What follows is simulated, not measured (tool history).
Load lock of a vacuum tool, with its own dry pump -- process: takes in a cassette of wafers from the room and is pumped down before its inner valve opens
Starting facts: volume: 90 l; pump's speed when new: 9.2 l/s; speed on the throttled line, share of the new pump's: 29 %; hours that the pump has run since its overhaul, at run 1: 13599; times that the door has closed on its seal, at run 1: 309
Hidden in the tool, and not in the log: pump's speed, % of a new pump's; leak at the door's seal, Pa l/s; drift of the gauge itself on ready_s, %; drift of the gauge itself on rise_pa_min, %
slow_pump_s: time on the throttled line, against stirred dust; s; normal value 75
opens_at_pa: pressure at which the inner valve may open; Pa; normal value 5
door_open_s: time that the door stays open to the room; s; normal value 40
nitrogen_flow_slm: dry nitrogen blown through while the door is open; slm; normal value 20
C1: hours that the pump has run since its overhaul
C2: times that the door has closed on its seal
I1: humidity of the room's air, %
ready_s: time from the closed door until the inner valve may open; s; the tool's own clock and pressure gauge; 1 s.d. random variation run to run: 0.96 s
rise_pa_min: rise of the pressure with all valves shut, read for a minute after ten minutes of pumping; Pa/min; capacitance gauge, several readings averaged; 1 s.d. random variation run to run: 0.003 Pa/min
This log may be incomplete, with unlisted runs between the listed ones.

run 1 hour=0.0 | slow_pump_s=75 opens_at_pa=5 door_open_s=40 nitrogen_flow_slm=20 | C1=13599 C2=309 | I1=42.4 | ready_s=179.3 rise_pa_min=0.013
run 2 hour=265.1 | slow_pump_s=75 opens_at_pa=5 door_open_s=40 nitrogen_flow_slm=20 | C1=13864 C2=796 | I1=44.4 | ready_s=180.3 rise_pa_min=0.019
run 3 hour=555.3 | slow_pump_s=75 opens_at_pa=5 door_open_s=40 nitrogen_flow_slm=20 | C1=14154 C2=1329 | I1=42.9 | ready_s=178.1 rise_pa_min=0.020
run 4 hour=748.4 | slow_pump_s=75 opens_at_pa=5 door_open_s=40 nitrogen_flow_slm=20 | C1=14347 C2=1683 | I1=44.6 | ready_s=180.4 rise_pa_min=0.015
run 5 hour=993.6 | slow_pump_s=75 opens_at_pa=5 door_open_s=40 nitrogen_flow_slm=20 | C1=14592 C2=2134 | I1=44.5 | ready_s=180.9 rise_pa_min=0.025
run 6 hour=1186.5 | slow_pump_s=75 opens_at_pa=4 door_open_s=40 nitrogen_flow_slm=20 | C1=14785 C2=2488 | I1=49.9 | ready_s=185.7 rise_pa_min=0.021
run 7 hour=1414.8 | slow_pump_s=75 opens_at_pa=4 door_open_s=40 nitrogen_flow_slm=20 | C1=15014 C2=2907 | I1=43.3 | ready_s=186.3 rise_pa_min=0.025
-- hour=1438.2 dry pump taken out, an overhauled one fitted
run 8 hour=1774.4 | slow_pump_s=75 opens_at_pa=4 door_open_s=75 nitrogen_flow_slm=20 | C1=336 C2=3557 | I1=41.6 | ready_s=154.1 rise_pa_min=0.032
run 9 hour=1973.7 | slow_pump_s=75 opens_at_pa=4 door_open_s=75 nitrogen_flow_slm=20 | C1=536 C2=3923 | I1=43.7 | ready_s=155.2 rise_pa_min=0.035
run 10 hour=2312.2 | slow_pump_s=75 opens_at_pa=4 door_open_s=75 nitrogen_flow_slm=20 | C1=874 C2=4544 | I1=44.5 | ready_s=154.5 rise_pa_min=0.045
run 11 hour=2625.1 | slow_pump_s=75 opens_at_pa=5 door_open_s=47 nitrogen_flow_slm=20 | C1=1187 C2=5119 | I1=42.6 | ready_s=153.9 rise_pa_min=0.034
run 12 hour=2848.5 | slow_pump_s=75 opens_at_pa=5 door_open_s=40 nitrogen_flow_slm=20 | C1=1410 C2=5530 | I1=45.2 | ready_s=153.1 rise_pa_min=0.038
run 13 hour=3159.0 | slow_pump_s=81 opens_at_pa=5 door_open_s=40 nitrogen_flow_slm=20 | C1=1721 C2=6100 | I1=46.3 | ready_s=158.7 rise_pa_min=0.034
run 14 hour=3306.6 | slow_pump_s=81 opens_at_pa=5 door_open_s=40 nitrogen_flow_slm=20 | C1=1868 C2=6371 | I1=49.6 | ready_s=161.0 rise_pa_min=0.045
run 15 hour=3528.7 | slow_pump_s=81 opens_at_pa=5 door_open_s=40 nitrogen_flow_slm=20 | C1=2090 C2=6779 | I1=44.3 | ready_s=159.8 rise_pa_min=0.050
run 16 hour=3727.8 | slow_pump_s=81 opens_at_pa=5 door_open_s=40 nitrogen_flow_slm=20 | C1=2290 C2=7144 | I1=48.8 | ready_s=157.1 rise_pa_min=0.051
run 17 hour=4069.6 | slow_pump_s=81 opens_at_pa=5 door_open_s=40 nitrogen_flow_slm=20 | C1=2631 C2=7772 | I1=42.1 | ready_s=158.1 rise_pa_min=0.046
run 18 hour=4369.6 | slow_pump_s=81 opens_at_pa=5 door_open_s=40 nitrogen_flow_slm=20 | C1=2931 C2=8323 | I1=42.2 | ready_s=159.3 rise_pa_min=0.055
run 19 hour=4529.1 | slow_pump_s=81 opens_at_pa=5 door_open_s=40 nitrogen_flow_slm=20 | C1=3091 C2=8616 | I1=44.1 | ready_s=160.4 rise_pa_min=0.055
run 20 hour=4689.7 | slow_pump_s=92 opens_at_pa=5 door_open_s=63 nitrogen_flow_slm=8 | C1=3251 C2=8911 | I1=43.8 | ready_s=167.5 rise_pa_min=0.064
run 21 hour=4916.7 | slow_pump_s=75 opens_at_pa=5 door_open_s=218 nitrogen_flow_slm=20 | C1=3478 C2=9328 | I1=45.7 | ready_s=155.7 rise_pa_min=0.096
run 22 hour=5113.0 | slow_pump_s=75 opens_at_pa=5 door_open_s=202 nitrogen_flow_slm=20 | C1=3675 C2=9689 | I1=43.7 | ready_s=159.1 rise_pa_min=0.094
run 23 hour=5298.0 | slow_pump_s=75 opens_at_pa=5 door_open_s=202 nitrogen_flow_slm=20 | C1=3860 C2=10028 | I1=44.6 | ready_s=159.1 rise_pa_min=0.091
run 24 hour=5470.4 | slow_pump_s=75 opens_at_pa=6 door_open_s=42 nitrogen_flow_slm=18 | C1=4032 C2=10345 | I1=47.5 | ready_s=155.2 rise_pa_min=0.062
run 25 hour=5644.2 | slow_pump_s=48 opens_at_pa=5 door_open_s=40 nitrogen_flow_slm=20 | C1=4206 C2=10664 | I1=45.8 | ready_s=140.3 rise_pa_min=0.069

Run 26 has not been measured yet. What should we expect?
run 26 hour=5845.0 | slow_pump_s=48 opens_at_pa=5 door_open_s=40 nitrogen_flow_slm=20 | C1=4407 C2=11033 | I1=44.2 | ready_s=? rise_pa_min=?

ready_s: 139.9 s
rise_pa_min: 0.069 Pa/min
On a tool with no hidden condition, and with the same random variation, this run would have come out at ready_s 132.1 s, rise_pa_min 0.015 Pa/min.
